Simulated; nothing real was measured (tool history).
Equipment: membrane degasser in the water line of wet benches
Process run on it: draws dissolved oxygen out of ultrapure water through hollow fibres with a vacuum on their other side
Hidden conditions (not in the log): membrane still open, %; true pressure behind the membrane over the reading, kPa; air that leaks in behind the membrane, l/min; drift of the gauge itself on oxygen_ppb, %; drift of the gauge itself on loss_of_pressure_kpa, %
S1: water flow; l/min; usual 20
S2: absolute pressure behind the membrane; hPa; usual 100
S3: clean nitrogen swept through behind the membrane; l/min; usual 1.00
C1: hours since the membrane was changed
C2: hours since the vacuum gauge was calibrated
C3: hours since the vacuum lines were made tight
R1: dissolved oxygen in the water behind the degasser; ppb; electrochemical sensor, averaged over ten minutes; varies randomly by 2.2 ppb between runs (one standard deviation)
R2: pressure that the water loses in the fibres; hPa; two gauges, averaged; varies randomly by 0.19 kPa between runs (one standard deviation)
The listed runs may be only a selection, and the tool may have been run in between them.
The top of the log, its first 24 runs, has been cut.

run	hour	S1	S2	S3	C1	C2	C3	R1	R2
25	1327.5	16	163	1.45	3073	3073	1714	356.5	330.5
26	1374.5	16	74	0.40	3120	3120	1761	354.5	327.1
27	1442.6	20	154	0.76	3188	3188	1829	700.6	410.4
28	1480.7	20	154	0.76	3226	3226	1867	696.0	406.6
29	1539.3	20	154	0.76	3285	3285	1925	701.5	406.4
30	1610.1	31	100	1.00	3355	3355	1996	596.0	638.2
31	1651.8	31	100	1.00	3397	3397	2038	595.0	636.3
32	1688.2	23	163	2.14	3433	3433	2074	404.7	473.7

Below are 3 alternative next runs, each starting from the tool's condition after run 32. Predict each:
A	1772.8	22	103	1.60	3518	3518	2159	?	?
B	1772.8	13	74	1.43	3518	3518	2159	?	?
C	1772.8	17	164	0.62	3518	3518	2159	?	?

run	R1	R2
A	299.0	451.7
B	106.1	265.3
C	749.4	345.5
The same runs, with their run-to-run variation unchanged, on a tool lacking any hidden condition would have given:
run	R1	R2
A	293.7	447.9
B	103.7	263.0
C	743.7	342.5
